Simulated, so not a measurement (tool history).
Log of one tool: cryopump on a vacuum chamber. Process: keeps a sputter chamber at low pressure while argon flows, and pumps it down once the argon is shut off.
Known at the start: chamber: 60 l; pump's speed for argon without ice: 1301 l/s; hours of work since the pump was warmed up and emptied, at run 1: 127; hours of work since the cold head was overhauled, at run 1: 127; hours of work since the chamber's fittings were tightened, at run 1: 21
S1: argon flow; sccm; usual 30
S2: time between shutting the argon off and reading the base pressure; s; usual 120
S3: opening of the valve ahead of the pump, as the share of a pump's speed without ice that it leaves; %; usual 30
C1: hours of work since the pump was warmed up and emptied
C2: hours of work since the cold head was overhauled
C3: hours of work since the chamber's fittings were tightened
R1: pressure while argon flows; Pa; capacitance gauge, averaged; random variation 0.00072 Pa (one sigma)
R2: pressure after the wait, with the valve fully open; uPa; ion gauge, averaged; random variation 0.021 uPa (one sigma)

| run | hour | S1 | S2 | S3 | C1 | C2 | C3 | R1 | R2 |
|---|---|---|---|---|---|---|---|---|---|
| 1 | 0.0 | 30 | 120 | 30 | 127 | 127 | 21 | 0.1347 | 0.49 |
| 2 | 61.8 | 30 | 120 | 30 | 161 | 161 | 55 | 0.1344 | 0.55 |
| 3 | 106.1 | 30 | 47 | 30 | 185 | 185 | 79 | 0.1348 | 0.87 |
| 4 | 156.2 | 30 | 47 | 30 | 212 | 212 | 106 | 0.1371 | 0.90 |
| 5 | 230.9 | 30 | 47 | 30 | 253 | 253 | 147 | 0.1386 | 0.95 |
| 6 | 270.4 | 30 | 47 | 30 | 275 | 275 | 169 | 0.1398 | 1.00 |
| 7 | 310.3 | 30 | 120 | 49 | 296 | 296 | 191 | 0.0894 | 0.74 |
|  | 336.8 | pump warmed up, emptied and cooled again |
| 8 | 351.0 | 30 | 120 | 49 | 8 | 316 | 210 | 0.0803 | 0.65 |
| 9 | 389.0 | 30 | 120 | 30 | 29 | 337 | 231 | 0.1307 | 0.64 |
| 10 | 427.1 | 30 | 120 | 30 | 49 | 358 | 252 | 0.1307 | 0.69 |
| 11 | 465.2 | 15 | 175 | 53 | 70 | 378 | 273 | 0.0376 | 0.63 |
| 12 | 512.0 | 15 | 175 | 53 | 96 | 404 | 298 | 0.0383 | 0.70 |
| 13 | 560.6 | 15 | 175 | 17 | 122 | 431 | 325 | 0.1166 | 0.67 |
| 14 | 601.8 | 15 | 175 | 17 | 145 | 453 | 347 | 0.1182 | 0.73 |
| 15 | 657.8 | 15 | 28 | 16 | 176 | 484 | 378 | 0.1245 | 1.49 |
| 16 | 692.1 | 15 | 28 | 16 | 194 | 503 | 397 | 0.1252 | 1.52 |
| 17 | 743.9 | 15 | 28 | 16 | 223 | 531 | 425 | 0.1251 | 1.56 |
| 18 | 803.3 | 15 | 28 | 16 | 255 | 563 | 457 | 0.1253 | 1.60 |
| 19 | 845.6 | 45 | 27 | 37 | 278 | 586 | 481 | 0.1712 | 1.70 |
|  | 902.5 | pump warmed up, emptied and cooled again |
| 20 | 923.1 | 20 | 35 | 37 | 11 | 626 | 520 | 0.0707 | 1.34 |

Forecast each of these 3 alternatives for the next run:
| A | 973.8 | 20 | 35 | 47 | 39 | 654 | 548 | ? | ? |
| B | 973.8 | 20 | 66 | 39 | 39 | 654 | 548 | ? | ? |
| C | 973.8 | 15 | 27 | 34 | 39 | 654 | 548 | ? | ? |

| run | R1 | R2 |
|---|---|---|
| A | 0.0563 | 1.43 |
| B | 0.0683 | 1.10 |
| C | 0.0590 | 1.58 |
Without the tool's hidden state the same runs would have given:
| run | R1 | R2 |
|---|---|---|
| A | 0.0554 | 0.91 |
| B | 0.0674 | 0.57 |
| C | 0.0583 | 1.07 |
